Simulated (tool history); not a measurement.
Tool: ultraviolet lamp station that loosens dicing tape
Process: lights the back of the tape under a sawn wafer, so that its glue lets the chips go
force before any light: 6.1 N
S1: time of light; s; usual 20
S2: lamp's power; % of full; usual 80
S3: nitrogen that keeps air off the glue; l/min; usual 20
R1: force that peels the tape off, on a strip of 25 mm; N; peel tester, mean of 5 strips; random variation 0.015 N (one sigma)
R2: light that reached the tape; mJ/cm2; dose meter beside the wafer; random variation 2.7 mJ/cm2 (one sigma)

Run 1, hour 0: usual settings. Result: R1 1.075 N, R2 280 mJ/cm2.
At hour 28.9: window cleaned of glue's vapour.
Run 2, hour 30.2: usual settings but S1 27 s. Result: R1 0.827 N, R2 326 mJ/cm2.
Run 3, hour 48.9: usual settings. Result: R1 1.331 N, R2 236 mJ/cm2.
Run 4, hour 75.4: usual settings but S2 95 % of full. Result: R1 1.051 N, R2 284 mJ/cm2.
Run 5, hour 103.6: usual settings but S2 95 % of full. Result: R1 1.084 N, R2 276 mJ/cm2.
At hour 116: window cleaned of glue's vapour, once more.
Run 6, hour 132.3: usual settings but S2 95 % of full. Result: R1 0.627 N, R2 380 mJ/cm2.
Run 7, hour 160.9: usual settings. Result: R1 0.88 N, R2 316 mJ/cm2.
Run 8, hour 195.4: usual settings. Result: R1 0.904 N, R2 307 mJ/cm2.
Run 9, hour 219.4: usual settings. Result: R1 0.885 N, R2 313 mJ/cm2.
Run 10, hour 256.1: usual settings. Result: R1 0.931 N, R2 304 mJ/cm2.
Run 11, hour 293.9: usual settings. Result: R1 0.948 N, R2 298 mJ/cm2.
Run 12, hour 314.2: usual settings. Result: R1 0.981 N, R2 290 mJ/cm2.
Run 13, hour 345.4: usual settings. Result: R1 1.028 N, R2 289 mJ/cm2.
Run 14, hour 365.2: usual settings. Result: R1 1.001 N, R2 283 mJ/cm2.
Run 15, hour 391.6: usual settings but S1 37 s, S2 65 % of full. Result: R1 0.505 N, R2 430 mJ/cm2.
Run 16, hour 428.7: usual settings but S1 25 s, S2 69 % of full, S3 9 l/min. Result: R1 1.596 N, R2 300 mJ/cm2.
Run 17, hour 460.8: usual settings but S1 15 s, S2 62 % of full, S3 12 l/min. Result: R1 2.74 N, R2 162 mJ/cm2.
Run 18, hour 484.4: usual settings but S3 8 l/min. Result: R1 1.79 N, R2 277 mJ/cm2.
Run 19, hour 513.7: usual settings but S3 8 l/min. Result: R1 1.902 N, R2 267 mJ/cm2.
Run 20, hour 550.1: usual settings but S3 8 l/min. Result: R1 1.928 N, R2 267 mJ/cm2.
Run 21, hour 578.2: usual settings but S3 8 l/min. Result: R1 2 N, R2 259 mJ/cm2.
Run 22, hour 594.7: usual settings but S1 38 s, S2 61 % of full, S3 35 l/min. Result: R1 0.443 N, R2 377 mJ/cm2.
Run 23, hour 625.4: usual settings but S1 38 s, S2 61 % of full, S3 35 l/min. Result: R1 0.455 N, R2 365 mJ/cm2.
At hour 642.2: window cleaned of glue's vapour.
Run 24, hour 649.5: usual settings but S1 38 s, S2 61 % of full, S3 35 l/min. Result: R1 0.335 N, R2 437 mJ/cm2.
Run 25, hour 672.6: usual settings but S1 38 s, S2 61 % of full, S3 7 l/min. Result: R1 1.11 N, R2 430 mJ/cm2.
Run 26, hour 697.7: usual settings but S1 28 s, S2 85 % of full. Result: R1 0.508 N, R2 436 mJ/cm2.
Run 27, hour 736.7: usual settings but S1 13 s, S2 87 % of full, S3 8 l/min. Result: R1 2.552 N, R2 203 mJ/cm2.
Run 28, hour 757.3: usual settings but S1 18 s, S2 85 % of full, S3 27 l/min. Result: R1 0.94 N, R2 272 mJ/cm2.

Forecast each of these 5 alternatives for the next run:
Run A, hour 787: usual settings but S2 66 % of full. Result: R1 ?, R2 ?.
Run B, hour 787: usual settings but S1 28 s, S2 74 % of full. Result: R1 ?, R2 ?.
Run C, hour 787: usual settings but S1 37 s, S2 88 % of full, S3 27 l/min. Result: R1 ?, R2 ?.
Run D, hour 787: usual settings but S1 14 s. Result: R1 ?, R2 ?.
Run E, hour 787: usual settings but S2 85 % of full, S3 27 l/min. Result: R1 ?, R2 ?.

run     R1   R2
  A  1.398  229
  B   0.69  361
  C  0.239  575
  D  1.768  201
  E  0.803  297
Without the tool's hidden state the same runs would have given:
run     R1   R2
  A  0.982  290
  B  0.447  456
  C  0.186  726
  D  1.298  253
  E  0.522  375

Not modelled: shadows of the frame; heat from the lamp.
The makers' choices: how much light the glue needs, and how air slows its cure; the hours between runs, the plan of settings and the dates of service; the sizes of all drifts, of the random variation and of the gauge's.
